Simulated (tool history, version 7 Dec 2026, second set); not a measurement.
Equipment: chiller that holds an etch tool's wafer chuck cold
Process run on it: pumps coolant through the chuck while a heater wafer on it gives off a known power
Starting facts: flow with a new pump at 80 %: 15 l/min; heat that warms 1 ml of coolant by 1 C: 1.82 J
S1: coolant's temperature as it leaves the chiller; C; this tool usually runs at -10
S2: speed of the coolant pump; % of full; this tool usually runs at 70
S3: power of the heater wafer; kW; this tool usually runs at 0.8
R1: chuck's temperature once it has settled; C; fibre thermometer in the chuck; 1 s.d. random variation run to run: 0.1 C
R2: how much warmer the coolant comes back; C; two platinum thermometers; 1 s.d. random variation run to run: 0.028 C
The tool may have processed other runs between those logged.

Run 1, hour 0: usual settings. Result: R1 -2.1 C, R2 2.01 C.
Run 2, hour 25.3: usual settings. Result: R1 -2.2 C, R2 2.02 C.
Run 3, hour 52.9: usual settings. Result: R1 -2.1 C, R2 2.01 C.
Run 4, hour 92: usual settings but S2 73 % of full. Result: R1 -2.3 C, R2 1.95 C.
Run 5, hour 120.3: usual settings but S2 73 % of full. Result: R1 -2.5 C, R2 1.98 C.
Run 6, hour 146.2: usual settings but S1 -1 C. Result: R1 7 C, R2 2.03 C.
Run 7, hour 186: usual settings but S1 -1 C. Result: R1 6.8 C, R2 2.08 C.
Run 8, hour 232.8: usual settings but S1 -1 C. Result: R1 6.7 C, R2 2.06 C.
Run 9, hour 288.8: usual settings but S2 90 % of full. Result: R1 -3.7 C, R2 1.65 C.
Run 10, hour 316.3: usual settings but S2 90 % of full. Result: R1 -3.7 C, R2 1.71 C.
Run 11, hour 370.4: usual settings. Result: R1 -2.2 C, R2 2.15 C.
Run 12, hour 415: usual settings. Result: R1 -2 C, R2 2.12 C.
Run 13, hour 471.8: usual settings but S1 -15 C. Result: R1 -7.3 C, R2 2.14 C.
Run 14, hour 528.1: usual settings but S1 -15 C. Result: R1 -7.1 C, R2 2.18 C.
Run 15, hour 585.9: usual settings but S1 -15 C. Result: R1 -7.1 C, R2 2.19 C.
Run 16, hour 643.9: usual settings but S1 -15 C. Result: R1 -7 C, R2 2.22 C.
Run 17, hour 679: usual settings but S3 0.428 kW. Result: R1 -5.8 C, R2 1.34 C.
Run 18, hour 735.5: usual settings but S1 -20 C, S3 0.43 kW. Result: R1 -15.8 C, R2 1.34 C.
Run 19, hour 773.9: usual settings but S1 -9 C, S2 66 % of full, S3 0.852 kW. Result: R1 -0.1 C, R2 2.53 C.
Run 20, hour 812: usual settings but S1 -9 C, S2 66 % of full, S3 0.852 kW. Result: R1 -0.3 C, R2 2.53 C.
Run 21, hour 842.4: usual settings but S1 -9 C, S2 66 % of full, S3 0.852 kW. Result: R1 -0.1 C, R2 2.52 C.
Run 22, hour 889.1: usual settings but S1 -9 C, S2 66 % of full, S3 0.852 kW. Result: R1 -0.2 C, R2 2.54 C.
Run 23, hour 923.3: usual settings but S1 -9 C, S2 66 % of full, S3 0.852 kW. Result: R1 -0.3 C, R2 2.61 C.
Run 24, hour 984.5: usual settings but S2 73 % of full, S3 0.486 kW. Result: R1 -5.4 C, R2 1.49 C.
Run 25, hour 1019.5: usual settings but S2 73 % of full, S3 0.486 kW. Result: R1 -5.5 C, R2 1.53 C.
Run 26, hour 1056.1: usual settings but S1 -13 C, S2 82 % of full, S3 0.413 kW. Result: R1 -9.2 C, R2 1.23 C.
Run 27, hour 1088.2: usual settings but S1 -13 C, S2 100 % of full, S3 0.413 kW. Result: R1 -10 C, R2 1.11 C.
Run 28, hour 1136.7: usual settings but S1 -5 C, S2 61 % of full, S3 0.567 kW. Result: R1 1.1 C, R2 2 C.
Run 29, hour 1185.4: usual settings but S1 -5 C, S2 61 % of full, S3 0.567 kW. Result: R1 1.3 C, R2 2.03 C.
Run 30, hour 1245: usual settings but S1 -4 C, S2 81 % of full, S3 0.753 kW. Result: R1 2.6 C, R2 2.05 C.
Run 31, hour 1298.3: usual settings but S2 84 % of full, S3 0.753 kW. Result: R1 -3.7 C, R2 1.61 C.
Run 32, hour 1328.5: usual settings but S2 84 % of full, S3 0.753 kW. Result: R1 -3.6 C, R2 1.52 C.

The log once held 2 entries between its listed runs, left out of this copy. Where does each go, and what is different about the tool's unlogged condition between the listed run before it and the listed run after it?
Runs 7 to 8: chiller's thermometer calibrated (hour 219.7)
  drift of the gauge itself on warmer_back_c, C: 0.06 -> 0.08
  the result without the hidden state subtracted from the measured one, R2: +0.06 -> +0.09 C
Runs 30 to 31: gauge calibrated (hour 1298.3)
  drift of the gauge itself on warmer_back_c, C: 0.42 -> 0
  the result without the hidden state subtracted from the measured one, R2: +0.43 -> +0 C
